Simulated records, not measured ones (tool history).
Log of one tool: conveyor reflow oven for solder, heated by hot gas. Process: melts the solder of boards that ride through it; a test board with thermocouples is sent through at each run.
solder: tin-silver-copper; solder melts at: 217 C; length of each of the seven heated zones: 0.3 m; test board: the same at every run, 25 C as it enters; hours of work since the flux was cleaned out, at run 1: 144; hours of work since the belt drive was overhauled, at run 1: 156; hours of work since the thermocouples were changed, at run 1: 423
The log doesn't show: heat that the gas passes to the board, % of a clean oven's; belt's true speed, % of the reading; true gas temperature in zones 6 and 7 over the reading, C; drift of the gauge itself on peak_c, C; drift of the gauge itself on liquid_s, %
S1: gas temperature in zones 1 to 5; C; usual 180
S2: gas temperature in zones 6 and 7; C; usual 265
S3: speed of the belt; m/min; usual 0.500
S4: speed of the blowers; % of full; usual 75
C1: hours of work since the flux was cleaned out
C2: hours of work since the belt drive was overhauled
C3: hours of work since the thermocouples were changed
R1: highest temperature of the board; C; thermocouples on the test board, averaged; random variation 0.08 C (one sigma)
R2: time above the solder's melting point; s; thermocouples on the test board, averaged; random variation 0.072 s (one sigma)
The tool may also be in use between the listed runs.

run   hour   S1   S2     S3  S4   C1   C2   C3      R1     R2
  1    0.0  180  265  0.500  75  144  156  423  251.00  55.81
  2   16.5  180  265  0.500  75  154  167  433  250.98  55.87
  3   31.6  180  265  0.500  69  164  176  443  249.56  54.32
  4   51.8  180  265  0.500  69  177  189  456  249.55  54.36
  5   66.8  181  265  0.500  69  187  199  466  249.73  54.86
  6   81.7  181  265  0.500  69  196  209  475  249.60  54.65
  7  100.0  181  265  0.500  69  208  220  487  249.52  54.78
  8  114.2  180  265  0.500  69  217  230  496  249.37  54.31
  9  123.1  180  265  0.500  69  223  235  502  249.32  54.48
 10  134.5  181  265  0.500  75  230  243  509  250.79  56.29
 11  144.9  181  265  0.500  75  237  249  516  250.89  56.16
 12  155.9  181  265  0.500  75  244  256  523  250.76  56.22
     170.3  -- flux residue cleaned out of gas plates and filters
 13  173.0  170  258  0.500  69    2  264  531  242.15  45.22
 14  194.0  170  258  0.500  69   15  278  544  242.21  45.11
 15  205.8  167  265  0.500  53   23  285  552  241.89  41.99
 16  221.1  180  265  0.581  81   33  295  562  248.45  46.00
 17  234.8  180  265  0.581  81   42  304  571  248.37  46.16
 18  254.8  180  265  0.500  86   54  317  583  253.28  58.28
 19  274.1  180  279  0.500  53   67  329  596  256.22  57.92
 20  295.9  180  279  0.465  80   81  343  610  266.52  69.63
 21  306.1  180  279  0.465  80   87  350  616  266.50  69.49
 22  325.4  183  279  0.416  72  100  362  629  267.92  79.71

3 ways to go on from here, each from the tool as it stands after run 22. What would each give?
  A  335.7  176  279  0.500  79  106  369  635   ?   ?
  B  335.7  167  271  0.579  72  106  369  635   ?   ?
  C  335.7  183  277  0.438  75  106  369  635   ?   ?

run      R1     R2
  A  263.65  61.81
  B  248.36  41.48
  C  265.34  74.60
Without the tool's hidden state the same runs would have given:
run      R1     R2
  A  265.17  61.97
  B  249.81  42.10
  C  266.85  74.61
